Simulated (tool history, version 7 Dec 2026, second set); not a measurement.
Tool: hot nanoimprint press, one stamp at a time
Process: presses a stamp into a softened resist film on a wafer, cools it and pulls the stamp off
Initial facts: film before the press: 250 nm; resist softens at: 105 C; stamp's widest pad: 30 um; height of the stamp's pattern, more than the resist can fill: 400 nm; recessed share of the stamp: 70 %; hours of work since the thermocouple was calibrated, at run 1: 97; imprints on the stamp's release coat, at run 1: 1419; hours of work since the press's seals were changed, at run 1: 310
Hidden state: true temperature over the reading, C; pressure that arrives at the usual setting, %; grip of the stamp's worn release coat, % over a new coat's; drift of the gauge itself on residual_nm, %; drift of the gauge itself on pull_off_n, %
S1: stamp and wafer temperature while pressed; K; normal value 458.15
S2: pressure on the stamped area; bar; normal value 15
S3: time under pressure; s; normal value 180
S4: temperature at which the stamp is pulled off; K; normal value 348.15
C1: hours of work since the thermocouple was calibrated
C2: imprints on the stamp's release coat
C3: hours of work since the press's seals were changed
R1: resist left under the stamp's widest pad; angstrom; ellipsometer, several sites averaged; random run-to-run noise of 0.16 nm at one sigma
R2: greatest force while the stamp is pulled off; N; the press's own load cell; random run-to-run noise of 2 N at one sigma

run	hour	S1	S2	S3	S4	C1	C2	C3	R1	R2
1	0	458.15	15	180	348.15	97	1419	310	909	112
# hour 27.4: stamp cleaned and given a new release coat
2	31.4	458.15	15	180	348.15	116	17	328	914	118
3	48	458.15	15	180	348.15	128	87	340	908	114
4	67.9	458.15	15	180	348.15	143	171	355	910	117
5	97.2	458.15	15	180	348.15	164	294	376	908	120
6	126.9	458.15	15	180	348.15	186	418	398	908	115
7	140.8	458.15	15	180	348.15	196	477	408	908	119
8	160.7	458.15	15	101	348.15	210	561	423	1125	115
9	177.8	458.15	15	101	348.15	223	632	435	1124	114
10	197.8	450.15	15	180	348.15	238	716	450	1209	123
11	219.6	458.15	9.5	232	337.15	253	808	466	1056	129
12	232.2	458.15	9.1	180	355.15	263	861	475	1179	110
13	260.2	458.15	9.1	180	355.15	283	978	495	1177	110
14	276.7	458.15	9.1	187	349.15	295	1048	508	1163	116
# hour 304.6: plate thermocouple calibrated
15	304.6	458.15	9.1	187	349.15	0	1152	526	1165	121

Entry by entry between the runs, the difference in hidden state between the last listed run before and the first listed run after:
Logged between run 1 and run 2: stamp cleaned and given a new release coat (hour 27.4)
  grip of the stamp's worn release coat, % over a new coat's: 0.6 -> 0
Logged between run 14 and run 15: plate thermocouple calibrated (hour 304.6)
  true temperature over the reading, C: 0.02 -> 0; grip of the stamp's worn release coat, % over a new coat's: 0.4 -> 0.5
